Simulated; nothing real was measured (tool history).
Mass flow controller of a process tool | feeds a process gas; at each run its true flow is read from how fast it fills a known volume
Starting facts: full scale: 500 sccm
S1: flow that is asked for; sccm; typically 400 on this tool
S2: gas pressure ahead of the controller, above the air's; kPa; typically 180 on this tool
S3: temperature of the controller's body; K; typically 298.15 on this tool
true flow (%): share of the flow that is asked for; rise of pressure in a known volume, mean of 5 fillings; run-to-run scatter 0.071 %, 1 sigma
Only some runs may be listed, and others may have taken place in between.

run 1 day=0 | S1=400 S2=180 S3=298.15 | true_flow_(%)=99.99
run 2 day=2.95 | S1=283 S2=180 S3=298.15 | true_flow_(%)=99.81
run 3 day=6.779 | S1=400 S2=180 S3=304.15 | true_flow_(%)=99.73
run 4 day=9.092 | S1=400 S2=180 S3=304.15 | true_flow_(%)=99.78
run 5 day=11.042 | S1=400 S2=180 S3=298.15 | true_flow_(%)=100.06
run 6 day=13.325 | S1=400 S2=180 S3=298.15 | true_flow_(%)=99.99
run 7 day=16.429 | S1=400 S2=180 S3=298.15 | true_flow_(%)=100.07
run 8 day=18.829 | S1=400 S2=180 S3=298.15 | true_flow_(%)=100.08
run 9 day=23.246 | S1=400 S2=180 S3=298.15 | true_flow_(%)=100.1
run 10 day=25.288 | S1=400 S2=180 S3=298.15 | true_flow_(%)=100.02
run 11 day=29.138 | S1=459 S2=202 S3=298.15 | true_flow_(%)=100.1
run 12 day=32.904 | S1=167 S2=176 S3=295.15 | true_flow_(%)=99.49
run 13 day=35.808 | S1=167 S2=176 S3=295.15 | true_flow_(%)=99.49
run 14 day=38.246 | S1=60 S2=210 S3=297.15 | true_flow_(%)=97.54
run 15 day=42.75 | S1=95 S2=176 S3=306.15 | true_flow_(%)=98.1
run 16 day=44.883 | S1=95 S2=176 S3=306.15 | true_flow_(%)=98.17
run 17 day=48.717 | S1=383 S2=218 S3=295.15 | true_flow_(%)=99.97
run 18 day=50.871 | S1=84 S2=180 S3=301.15 | true_flow_(%)=98.26
run 19 day=54.829 | S1=84 S2=180 S3=301.15 | true_flow_(%)=98.14
run 20 day=57.967 | S1=436 S2=251 S3=301.15 | true_flow_(%)=99.66

4 ways to go on from here, each from the tool as it stands after run 20. What would each give?
run A day=61.075 | S1=436 S2=183 S3=310.15 | true_flow_(%)=?
run B day=61.075 | S1=159 S2=180 S3=298.15 | true_flow_(%)=?
run C day=61.075 | S1=328 S2=251 S3=303.15 | true_flow_(%)=?
run D day=61.075 | S1=400 S2=220 S3=298.15 | true_flow_(%)=?

run=A true_flow_(%)=99.68
run=B true_flow_(%)=99.12
run=C true_flow_(%)=99.33
run=D true_flow_(%)=99.9
Stripped of hidden state, with their random variation kept, the same runs would have yielded:
run=A true_flow_(%)=99.56
run=B true_flow_(%)=99.61
run=C true_flow_(%)=99.33
run=D true_flow_(%)=99.82

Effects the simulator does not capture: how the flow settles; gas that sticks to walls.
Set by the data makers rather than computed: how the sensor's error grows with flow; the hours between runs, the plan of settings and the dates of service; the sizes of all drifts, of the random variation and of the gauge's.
